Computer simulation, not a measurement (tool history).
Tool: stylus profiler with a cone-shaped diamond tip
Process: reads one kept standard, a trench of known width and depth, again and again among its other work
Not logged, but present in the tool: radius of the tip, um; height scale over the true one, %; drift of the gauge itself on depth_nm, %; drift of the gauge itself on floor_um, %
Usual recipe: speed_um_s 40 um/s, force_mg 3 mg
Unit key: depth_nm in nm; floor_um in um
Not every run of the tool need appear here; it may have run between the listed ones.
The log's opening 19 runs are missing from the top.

run    hour  speed_um_s  force_mg  scans with this tip  hours of work since the height scale was calibrated  depth_nm  floor_um
 20  1069.3          42         3                 7198                                                 1081   1009.32     44.99
 21  1141.3          42         3                 7450                                                 1119   1008.83     44.92
 22  1183.4          96         3                 7597                                                 1141   1008.47     44.82
 23  1249.5          96         3                 7829                                                 1176   1008.83      44.7
 24  1311.2          22      1.42                 8045                                                 1208   1003.32     44.92
 25  1348.8          85      1.28                 8177                                                 1228    1003.3     44.49
 26  1423.1          85      1.28                 8437                                                 1267   1002.79     44.54
     1429.8  -- height scale calibrated on a step standard
 27  1490.9          86      2.77                 8672                                                   32   1004.99     44.61
 28  1563.9          86      2.77                 8928                                                   70   1005.04     44.55
 29  1638.4          85      2.18                 9188                                                  110   1002.58     44.47
 30  1670.8          20      1.47                 9302                                                  127   1000.33     44.76
 31    1743          38      6.03                 9555                                                  165    1012.6     44.69
 32  1776.8          38      6.03                 9673                                                  182   1012.82     44.73
 33  1817.6          38      6.03                 9816                                                  204    1012.9     44.63

For run 34, what comes out?
     1877.1  -- height scale calibrated on a step standard, once more
 34  1890.2          36      6.34                10068                                                    7         ?         ?

Run 34 came out at depth_nm 1021.39 nm, floor_um 44.67 um.
On a tool with no hidden condition, and with the same random variation, this run would have come out at depth_nm 1021.42 nm, floor_um 46.44 um.

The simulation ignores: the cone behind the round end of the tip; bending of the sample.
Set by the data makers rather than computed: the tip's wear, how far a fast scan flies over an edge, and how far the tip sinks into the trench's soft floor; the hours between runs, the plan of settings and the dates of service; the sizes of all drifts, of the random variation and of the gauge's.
